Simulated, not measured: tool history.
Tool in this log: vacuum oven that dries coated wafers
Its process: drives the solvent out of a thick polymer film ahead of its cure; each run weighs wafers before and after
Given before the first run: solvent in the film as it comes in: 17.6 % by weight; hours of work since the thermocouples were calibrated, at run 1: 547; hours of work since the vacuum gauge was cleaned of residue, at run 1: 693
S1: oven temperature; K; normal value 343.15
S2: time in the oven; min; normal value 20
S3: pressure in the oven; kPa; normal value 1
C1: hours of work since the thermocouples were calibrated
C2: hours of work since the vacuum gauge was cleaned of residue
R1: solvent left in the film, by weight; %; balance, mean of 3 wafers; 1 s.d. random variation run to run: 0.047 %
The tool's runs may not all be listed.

run,hour,S1,S2,S3,C1,C2,R1
1,0,343.15,20,1,547,693,4.24
2,10.5,343.15,20,1,554,700,4.19
3,25.8,343.15,20,1,564,710,4.17
4,45.7,343.15,10,1,577,724,7.45
5,68.3,343.15,10,1,592,739,7.68
6,80.5,343.15,13,1,600,747,6.29
7,106.1,343.15,20,1,617,764,4.19
8,124.6,343.15,20,1,630,776,4.18
9,142.3,343.15,20,3.69,641,788,6.22
10,160.9,343.15,20,3.69,654,800,6.27
11,183,343.15,20,1.49,668,815,4.47
12,207.2,343.15,20,1.49,684,831,4.57
13,221.8,356.15,34,0.71,694,841,0.46
14,247,341.15,12,3.94,711,857,9.3
15,265.2,341.15,12,3.94,723,869,9.19
16,290.7,341.15,12,3.94,740,886,9.34
17,307.2,343.15,20,2.07,751,897,4.99
18,326.7,343.15,20,2.07,764,910,5.04
19,346.2,342.15,20,1,777,923,4.45
20,369.2,342.15,20,1,792,939,4.55
21,392.6,342.15,20,1,808,954,4.58

3 ways to go on from here, each from the tool as it stands after run 21. What would each give?
A,413.7,330.15,20,1,822,968,?
B,413.7,343.15,20,0.59,822,968,?
C,413.7,352.15,20,1,822,968,?

run,R1
A,9.46
B,3.9
C,1.45
Without the tool's unlogged condition, the same runs would have read:
run,R1
A,9.48
B,3.92
C,1.45
